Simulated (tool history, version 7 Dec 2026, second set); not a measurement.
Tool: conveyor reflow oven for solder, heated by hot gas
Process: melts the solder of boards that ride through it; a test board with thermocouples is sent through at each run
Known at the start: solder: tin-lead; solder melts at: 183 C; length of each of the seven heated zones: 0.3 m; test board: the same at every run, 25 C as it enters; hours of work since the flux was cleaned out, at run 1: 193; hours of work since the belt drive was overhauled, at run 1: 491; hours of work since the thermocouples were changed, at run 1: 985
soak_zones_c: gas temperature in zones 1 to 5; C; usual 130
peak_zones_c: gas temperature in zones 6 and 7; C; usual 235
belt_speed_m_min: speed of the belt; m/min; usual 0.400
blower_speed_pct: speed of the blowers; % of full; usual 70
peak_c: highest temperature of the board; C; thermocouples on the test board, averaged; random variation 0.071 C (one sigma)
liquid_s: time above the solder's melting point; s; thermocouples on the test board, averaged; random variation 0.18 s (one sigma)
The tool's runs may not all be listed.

run	hour	soak_zones_c	peak_zones_c	belt_speed_m_min	blower_speed_pct	hours of work since the flux was cleaned out	hours of work since the belt drive was overhauled	hours of work since the thermocouples were changed	peak_c	liquid_s
1	0.0	130	235	0.400	70	193	491	985	217.00	64.8
2	32.1	130	235	0.400	70	214	513	1007	216.78	65.2
# hour 64.8: flux residue cleaned out of gas plates and filters
3	67.9	130	235	0.400	70	2	533	1028	216.16	64.2
4	90.9	130	235	0.400	70	18	549	1043	216.18	64.5
5	118.0	130	235	0.400	70	36	567	1061	216.09	64.5
6	152.7	130	235	0.400	70	59	590	1085	216.06	64.4
7	179.7	130	230	0.400	70	77	609	1103	211.51	60.1
# hour 188.4: flux residue cleaned out of gas plates and filters, once more
8	207.9	119	243	0.358	81	13	624	1118	228.28	80.3
9	236.3	130	235	0.400	54	32	643	1137	213.77	61.4
10	270.4	117	231	0.346	82	55	666	1160	218.00	74.1

The same runs without the tool's hidden state, with the same run-to-run variation:
The hidden state here: heat that the gas passes to the board, % of a clean oven's; belt's true speed, % of the reading; true gas temperature in zones 6 and 7 over the reading, C; drift of the gauge itself on peak_c, C; drift of the gauge itself on liquid_s, %.
run	peak_c	liquid_s
1	218.67	65.4
2	218.53	65.8
3	218.54	65.5
4	218.60	65.8
5	218.57	65.9
6	218.63	65.9
7	214.09	62.0
8	229.70	79.8
9	215.00	61.4
10	219.61	74.0

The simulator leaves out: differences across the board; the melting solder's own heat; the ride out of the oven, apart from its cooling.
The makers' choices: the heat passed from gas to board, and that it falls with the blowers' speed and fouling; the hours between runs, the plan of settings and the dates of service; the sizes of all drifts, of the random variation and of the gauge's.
